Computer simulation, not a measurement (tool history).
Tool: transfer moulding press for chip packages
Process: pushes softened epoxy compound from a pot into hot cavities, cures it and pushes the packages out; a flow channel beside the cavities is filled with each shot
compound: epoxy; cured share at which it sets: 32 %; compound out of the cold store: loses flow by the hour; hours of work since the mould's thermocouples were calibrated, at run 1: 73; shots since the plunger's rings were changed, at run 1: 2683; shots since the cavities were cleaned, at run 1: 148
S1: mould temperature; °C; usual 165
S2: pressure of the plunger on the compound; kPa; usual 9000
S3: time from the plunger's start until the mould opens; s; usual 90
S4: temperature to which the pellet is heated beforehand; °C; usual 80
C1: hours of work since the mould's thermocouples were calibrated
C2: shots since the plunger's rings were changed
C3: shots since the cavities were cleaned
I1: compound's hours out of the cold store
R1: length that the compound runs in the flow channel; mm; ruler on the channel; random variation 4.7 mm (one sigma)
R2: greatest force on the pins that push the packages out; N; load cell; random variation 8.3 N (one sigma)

run	day	S1	S2	S3	S4	C1	C2	C3	I1	R1	R2
1	0	165	9000	90	80	73	2683	148	36.4	882	420
2	0.488	165	9000	90	80	79	2804	269	12.4	989	480
3	0.75	165	9000	90	80	83	2869	334	26.9	920	470
4	1.217	165	9000	90	80	89	2985	450	34.3	889	510
5	1.6	165	9000	90	80	94	3081	546	12.9	987	531
6	2.079	165	9000	90	80	101	3200	665	38.6	877	529
7	2.546	165	9000	90	76	107	3315	780	15	973	549
# day 2.658: cavities cleaned with cleaning compound and waxed
8	3.129	165	9000	90	76	114	3445	117	31.5	898	607
9	3.633	165	9000	90	76	121	3570	242	33.6	887	618
10	3.938	165	9000	90	80	125	3645	317	19.9	936	626
11	4.246	165	9000	129	80	129	3723	395	45.3	839	515
# day 4.529: plunger's sealing rings changed
12	4.583	165	9000	129	80	132	14	453	18.1	1005	518
13	5.038	165	9000	90	76	139	127	566	16.1	1023	664
14	5.45	165	9000	90	76	144	229	668	29.3	951	633
15	5.883	165	8150	109	77	150	337	776	39.1	864	514
# day 6.038: cavities cleaned with cleaning compound and waxed
# day 6.129: cavities cleaned with cleaning compound and waxed, once more
16	6.354	165	10260	81	73	155	422	56	31.8	1009	464
17	6.896	173	8990	90	80	162	557	191	30	914	397
18	7.296	160	10450	117	74	167	657	291	25.8	1054	422
19	7.8	160	10450	117	74	174	781	415	21.3	1076	462
20	8.158	158	9000	90	80	179	871	505	17.3	1021	815
21	8.675	158	9000	90	80	186	999	633	21.9	999	837
22	8.988	165	9000	90	90	190	1077	711	14.4	1001	553
# day 9.388: cavities cleaned with cleaning compound and waxed
23	9.575	165	8840	90	80	197	1208	47	46.1	865	367
24	10.083	165	8510	83	80	204	1334	173	28.2	918	469
25	10.412	165	8510	83	80	209	1415	254	43.5	850	497
26	10.708	162	9390	80	86	213	1489	328	38.7	919	629
27	11.158	171	9100	120	80	219	1601	440	22.9	947	415
28	11.433	171	9100	75	80	222	1670	509	11.4	1005	510

5 ways to go on from here, each from the tool as it stands after run 28. What would each give?
A	11.917	166	7460	90	80	229	1790	629	15.9	?	?
B	11.917	170	7360	75	87	229	1790	629	46.5	?	?
C	11.917	171	9700	98	75	229	1790	629	26.2	?	?
D	11.917	170	7130	90	85	229	1790	629	34.5	?	?
E	11.917	165	8850	100	86	229	1790	629	37	?	?

run	R1	R2
A	897	525
B	764	537
C	958	452
D	793	458
E	897	483
Without the tool's hidden state the same runs would have given:
run	R1	R2
A	917	353
B	781	363
C	980	313
D	811	311
E	917	327
